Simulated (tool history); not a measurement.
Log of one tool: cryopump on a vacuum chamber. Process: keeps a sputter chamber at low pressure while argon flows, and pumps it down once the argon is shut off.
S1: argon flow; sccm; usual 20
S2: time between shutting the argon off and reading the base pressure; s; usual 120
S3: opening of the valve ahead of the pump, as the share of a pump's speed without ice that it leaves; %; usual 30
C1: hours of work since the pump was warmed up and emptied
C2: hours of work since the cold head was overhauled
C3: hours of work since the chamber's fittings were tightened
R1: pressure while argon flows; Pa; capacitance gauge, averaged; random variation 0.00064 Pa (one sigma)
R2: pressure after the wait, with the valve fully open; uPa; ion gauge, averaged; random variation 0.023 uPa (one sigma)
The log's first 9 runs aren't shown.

run     day  S1   S2  S3    C1    C2    C3      R1    R2
 10  15.871  20  120  30   990   990  1462  0.1079  2.81
 11  17.817  20  120  30  1015  1015  1487  0.1089  2.81
 12  19.342  20  120  30  1034  1034  1506  0.1084  2.87
     20.846  -- pump warmed up, emptied and cooled again
 13  21.046  20  120  30     3  1053  1525  0.1020  2.35
 14  22.138  20  120  22    16  1067  1539  0.1381  2.42
 15  24.342  20  120  32    44  1094  1566  0.0948  2.58
 16  26.096  20  120  30    66  1116  1588  0.1017  2.54
 17  28.129  20  120  30    92  1142  1614  0.1026  2.57
 18  29.638  20  120  36   111  1161  1633  0.0843  2.62
 19  31.071   8   31  41   129  1179  1651  0.0297  3.93
 20  32.729  33  255  22   150  1200  1672  0.2305  2.50
 21  33.879  33  255  22   164  1214  1686  0.2298  2.48

The next listed run, before its measurement:
 22  35.900  20  174  38  190  1240  1712   ?   ?

{"run 22": {"R1": 0.0823, "R2": 2.54}}
Without the tool's hidden state the same run would have given R1 0.0808 Pa, R2 0.55 uPa.
